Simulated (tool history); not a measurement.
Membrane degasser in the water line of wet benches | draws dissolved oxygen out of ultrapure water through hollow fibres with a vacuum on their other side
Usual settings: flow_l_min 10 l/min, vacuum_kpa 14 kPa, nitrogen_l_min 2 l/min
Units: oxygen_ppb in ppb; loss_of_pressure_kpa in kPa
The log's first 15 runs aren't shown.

run 16 day=55.862 | flow_l_min=10 vacuum_kpa=14 nitrogen_l_min=1.42 | oxygen_ppb=189.9 loss_of_pressure_kpa=53.59
run 17 day=60.096 | flow_l_min=10 vacuum_kpa=14 nitrogen_l_min=1.42 | oxygen_ppb=188.4 loss_of_pressure_kpa=53.8
run 18 day=62.379 | flow_l_min=10 vacuum_kpa=14 nitrogen_l_min=1.42 | oxygen_ppb=190 loss_of_pressure_kpa=53.33
run 19 day=65.492 | flow_l_min=10 vacuum_kpa=13.3 nitrogen_l_min=2 | oxygen_ppb=129.9 loss_of_pressure_kpa=53.51
run 20 day=69.146 | flow_l_min=10 vacuum_kpa=13.3 nitrogen_l_min=2 | oxygen_ppb=128.1 loss_of_pressure_kpa=53.85
run 21 day=71.658 | flow_l_min=10 vacuum_kpa=13.3 nitrogen_l_min=2 | oxygen_ppb=131.2 loss_of_pressure_kpa=53.77
run 22 day=76.992 | flow_l_min=10 vacuum_kpa=13.3 nitrogen_l_min=2 | oxygen_ppb=130.5 loss_of_pressure_kpa=54.01
run 23 day=80.829 | flow_l_min=15 vacuum_kpa=31.4 nitrogen_l_min=2 | oxygen_ppb=523.9 loss_of_pressure_kpa=80.96
run 24 day=84.571 | flow_l_min=14 vacuum_kpa=31.9 nitrogen_l_min=2 | oxygen_ppb=493.7 loss_of_pressure_kpa=75.62
run 25 day=88.983 | flow_l_min=14 vacuum_kpa=31.9 nitrogen_l_min=2 | oxygen_ppb=487.6 loss_of_pressure_kpa=75.5
run 26 day=91.192 | flow_l_min=10 vacuum_kpa=14 nitrogen_l_min=1.2 | oxygen_ppb=220.6 loss_of_pressure_kpa=53.92
run 27 day=93.758 | flow_l_min=10 vacuum_kpa=12.2 nitrogen_l_min=1.21 | oxygen_ppb=186.2 loss_of_pressure_kpa=54.16
run 28 day=99.025 | flow_l_min=10 vacuum_kpa=27.1 nitrogen_l_min=4.73 | oxygen_ppb=133.5 loss_of_pressure_kpa=53.75
run 29 day=104.096 | flow_l_min=10 vacuum_kpa=17.6 nitrogen_l_min=2.86 | oxygen_ppb=131.9 loss_of_pressure_kpa=53.96
run 30 day=108.796 | flow_l_min=12 vacuum_kpa=8.5 nitrogen_l_min=1.38 | oxygen_ppb=122.5 loss_of_pressure_kpa=64.83
run 31 day=113.067 | flow_l_min=12 vacuum_kpa=8.5 nitrogen_l_min=1.38 | oxygen_ppb=122 loss_of_pressure_kpa=64.78
run 32 day=117.25 | flow_l_min=12 vacuum_kpa=8.5 nitrogen_l_min=1.38 | oxygen_ppb=124.6 loss_of_pressure_kpa=65.06
run 33 day=120.825 | flow_l_min=16 vacuum_kpa=14 nitrogen_l_min=4.62 | oxygen_ppb=139.3 loss_of_pressure_kpa=86.33

3 ways to go on from here, each from the tool as it stands after run 33. What would each give?
run A day=125.838 | flow_l_min=12 vacuum_kpa=31.5 nitrogen_l_min=4.61 | oxygen_ppb=? loss_of_pressure_kpa=?
run B day=125.838 | flow_l_min=16 vacuum_kpa=18.9 nitrogen_l_min=1.23 | oxygen_ppb=? loss_of_pressure_kpa=?
run C day=125.838 | flow_l_min=10 vacuum_kpa=34 nitrogen_l_min=2.34 | oxygen_ppb=? loss_of_pressure_kpa=?

run=A oxygen_ppb=195.8 loss_of_pressure_kpa=65.15
run=B oxygen_ppb=505.1 loss_of_pressure_kpa=86.73
run=C oxygen_ppb=330.6 loss_of_pressure_kpa=54.07
Without the tool's hidden state the same runs would have given:
run=A oxygen_ppb=185.4 loss_of_pressure_kpa=61.71
run=B oxygen_ppb=483.8 loss_of_pressure_kpa=82.16
run=C oxygen_ppb=315.6 loss_of_pressure_kpa=51.21
